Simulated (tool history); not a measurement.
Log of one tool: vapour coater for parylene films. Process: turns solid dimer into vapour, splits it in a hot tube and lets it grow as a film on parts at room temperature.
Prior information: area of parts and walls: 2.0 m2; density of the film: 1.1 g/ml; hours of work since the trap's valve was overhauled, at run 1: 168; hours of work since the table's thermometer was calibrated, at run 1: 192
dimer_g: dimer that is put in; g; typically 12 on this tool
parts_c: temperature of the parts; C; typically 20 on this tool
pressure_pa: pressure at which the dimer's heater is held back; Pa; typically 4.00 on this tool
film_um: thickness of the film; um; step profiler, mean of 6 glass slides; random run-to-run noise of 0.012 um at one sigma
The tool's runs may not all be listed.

run	hour	dimer_g	parts_c	pressure_pa	hours of work since the trap's valve was overhauled	hours of work since the table's thermometer was calibrated	film_um
1	0.0	12	20	4.00	168	192	3.45
2	30.0	12	20	4.00	185	209	3.46
3	54.6	14	20	4.00	198	222	4.00
4	72.1	12	20	4.00	208	232	3.48
5	101.3	12	20	4.00	224	248	3.48
6	124.3	12	20	4.00	237	261	3.45
7	155.8	12	20	4.00	254	278	3.46
8	191.3	12	20	4.00	274	298	3.45
9	214.7	12	18	4.00	287	311	3.60
10	232.1	12	18	4.00	297	320	3.59
11	257.9	12	20	4.00	311	335	3.47
12	292.4	12	20	4.00	330	354	3.46
13	310.7	12	20	4.00	340	364	3.44
14	345.6	12	20	9.81	359	383	2.77
# hour 375.5: trap's valve overhauled
15	383.9	12	20	9.81	5	402	2.78
16	411.8	12	20	4.00	20	418	3.47
17	446.4	12	20	4.00	39	437	3.47
18	465.9	12	20	4.00	50	447	3.46
19	490.9	12	20	4.00	64	461	3.46
20	511.5	12	20	4.00	75	473	3.46
21	541.2	12	20	4.00	92	489	3.46
22	566.5	12	20	8.89	106	503	2.86
23	582.9	20	20	3.89	115	512	5.83
24	611.0	20	20	3.89	130	528	5.79
25	637.5	6	24	11.22	145	542	1.26
26	653.1	10	24	2.60	153	551	2.93
27	675.4	9	20	6.59	166	563	2.31
28	696.1	6	13	3.90	177	575	2.00
29	723.4	8	29	4.97	192	590	1.82
30	752.6	10	14	11.03	208	606	2.56
31	768.9	10	14	11.03	217	615	2.56
32	797.5	12	29	6.95	233	631	2.50
33	825.6	12	29	6.95	249	646	2.52
34	853.8	7	14	7.49	264	662	1.96
35	881.8	14	18	2.64	280	677	4.64
36	913.9	9	18	2.01	298	695	3.21
37	928.5	9	18	2.01	306	703	3.22
38	950.5	10	12	2.97	318	715	3.68
39	972.9	10	12	2.97	330	728	3.65
40	1005.3	12	21	4.00	348	746	3.38

Each row is a separate what-if for the run after 40, all from the same tool condition, not one after another. Results?
A	1031.1	12	21	6.92	362	760	?
B	1031.1	12	20	4.00	362	760	?
C	1031.1	12	14	2.91	362	760	?
D	1031.1	5	13	3.94	362	760	?

run	film_um
A	2.97
B	3.44
C	4.23
D	1.68
Without the tool's unlogged condition, the same runs would have read:
run	film_um
A	2.98
B	3.45
C	4.25
D	1.69

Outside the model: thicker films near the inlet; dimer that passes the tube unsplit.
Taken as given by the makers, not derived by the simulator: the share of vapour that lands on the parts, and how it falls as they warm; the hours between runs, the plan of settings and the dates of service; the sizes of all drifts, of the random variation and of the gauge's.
